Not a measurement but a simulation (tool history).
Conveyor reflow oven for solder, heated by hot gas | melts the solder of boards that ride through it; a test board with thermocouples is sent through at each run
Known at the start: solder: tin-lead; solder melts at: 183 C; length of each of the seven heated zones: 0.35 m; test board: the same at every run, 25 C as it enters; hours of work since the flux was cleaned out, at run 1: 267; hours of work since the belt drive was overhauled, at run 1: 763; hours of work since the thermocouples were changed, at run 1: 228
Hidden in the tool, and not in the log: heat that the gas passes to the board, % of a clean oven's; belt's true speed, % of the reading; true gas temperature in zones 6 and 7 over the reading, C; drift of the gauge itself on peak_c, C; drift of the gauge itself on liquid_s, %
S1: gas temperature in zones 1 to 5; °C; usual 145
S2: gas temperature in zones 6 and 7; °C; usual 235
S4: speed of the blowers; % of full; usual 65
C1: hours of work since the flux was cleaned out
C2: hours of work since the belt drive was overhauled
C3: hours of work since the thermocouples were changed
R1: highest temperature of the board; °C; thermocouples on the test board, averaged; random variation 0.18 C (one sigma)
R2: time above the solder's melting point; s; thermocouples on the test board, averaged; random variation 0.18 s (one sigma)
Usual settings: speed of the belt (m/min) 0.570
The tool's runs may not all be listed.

run 1 hour=0.0 | S1=145 S2=235 speed_of_the_belt_(m/min)=0.570 S4=65 | C1=267 C2=763 C3=228 | R1=215.4 R2=55.8
run 2 hour=53.6 | S1=145 S2=235 speed_of_the_belt_(m/min)=0.570 S4=65 | C1=306 C2=802 C3=267 | R1=215.4 R2=55.4
-- hour=62.2 belt drive overhauled, speed set with a stopwatch
run 3 hour=120.5 | S1=145 S2=235 speed_of_the_belt_(m/min)=0.570 S4=65 | C1=351 C2=42 C3=312 | R1=214.7 R2=54.5
run 4 hour=169.2 | S1=145 S2=235 speed_of_the_belt_(m/min)=0.570 S4=65 | C1=387 C2=78 C3=348 | R1=214.6 R2=54.2
-- hour=213.9 flux residue cleaned out of gas plates and filters
run 5 hour=221.7 | S1=145 S2=235 speed_of_the_belt_(m/min)=0.570 S4=65 | C1=6 C2=112 C3=382 | R1=217.4 R2=57.1
run 6 hour=273.6 | S1=145 S2=235 speed_of_the_belt_(m/min)=0.570 S4=65 | C1=43 C2=150 C3=420 | R1=217.1 R2=57.0
run 7 hour=331.4 | S1=145 S2=235 speed_of_the_belt_(m/min)=0.570 S4=65 | C1=85 C2=192 C3=462 | R1=217.0 R2=56.9
run 8 hour=386.5 | S1=145 S2=235 speed_of_the_belt_(m/min)=0.570 S4=65 | C1=126 C2=232 C3=502 | R1=217.1 R2=56.9
run 9 hour=423.0 | S1=145 S2=235 speed_of_the_belt_(m/min)=0.570 S4=65 | C1=152 C2=259 C3=529 | R1=216.8 R2=56.7
run 10 hour=449.3 | S1=145 S2=235 speed_of_the_belt_(m/min)=0.570 S4=74 | C1=171 C2=278 C3=548 | R1=219.1 R2=58.6
run 11 hour=479.0 | S1=145 S2=223 speed_of_the_belt_(m/min)=0.570 S4=53 | C1=193 C2=300 C3=570 | R1=204.2 R2=43.7
run 12 hour=536.8 | S1=145 S2=223 speed_of_the_belt_(m/min)=0.570 S4=53 | C1=235 C2=342 C3=612 | R1=204.0 R2=43.4
run 13 hour=584.0 | S1=159 S2=231 speed_of_the_belt_(m/min)=0.662 S4=53 | C1=269 C2=376 C3=646 | R1=208.3 R2=45.8
run 14 hour=639.4 | S1=147 S2=238 speed_of_the_belt_(m/min)=0.630 S4=89 | C1=310 C2=416 C3=686 | R1=221.0 R2=54.7
run 15 hour=674.8 | S1=147 S2=238 speed_of_the_belt_(m/min)=0.630 S4=89 | C1=335 C2=442 C3=712 | R1=220.6 R2=54.8
run 16 hour=729.9 | S1=147 S2=238 speed_of_the_belt_(m/min)=0.630 S4=89 | C1=375 C2=482 C3=752 | R1=220.8 R2=54.5
-- hour=792.4 flux residue cleaned out of gas plates and filters
run 17 hour=795.0 | S1=141 S2=241 speed_of_the_belt_(m/min)=0.587 S4=59 | C1=2 C2=526 C3=796 | R1=220.2 R2=55.7
run 18 hour=853.5 | S1=147 S2=227 speed_of_the_belt_(m/min)=0.568 S4=59 | C1=44 C2=568 C3=838 | R1=210.9 R2=52.7
run 19 hour=907.0 | S1=145 S2=243 speed_of_the_belt_(m/min)=0.570 S4=53 | C1=83 C2=607 C3=877 | R1=221.5 R2=60.2

3 ways to go on from here, each from the tool as it stands after run 19. What would each give?
run A hour=935.6 | S1=146 S2=235 speed_of_the_belt_(m/min)=0.570 S4=77 | C1=104 C2=628 C3=898 | R1=? R2=?
run B hour=935.6 | S1=148 S2=224 speed_of_the_belt_(m/min)=0.570 S4=53 | C1=104 C2=628 C3=898 | R1=? R2=?
run C hour=935.6 | S1=145 S2=243 speed_of_the_belt_(m/min)=0.520 S4=84 | C1=104 C2=628 C3=898 | R1=? R2=?

run=A R1=221.1 R2=60.9
run=B R1=207.0 R2=48.3
run=C R1=231.7 R2=73.4
Without the tool's hidden state the same runs would have given:
run=A R1=219.1 R2=59.3
run=B R1=205.0 R2=46.0
run=C R1=229.6 R2=71.9
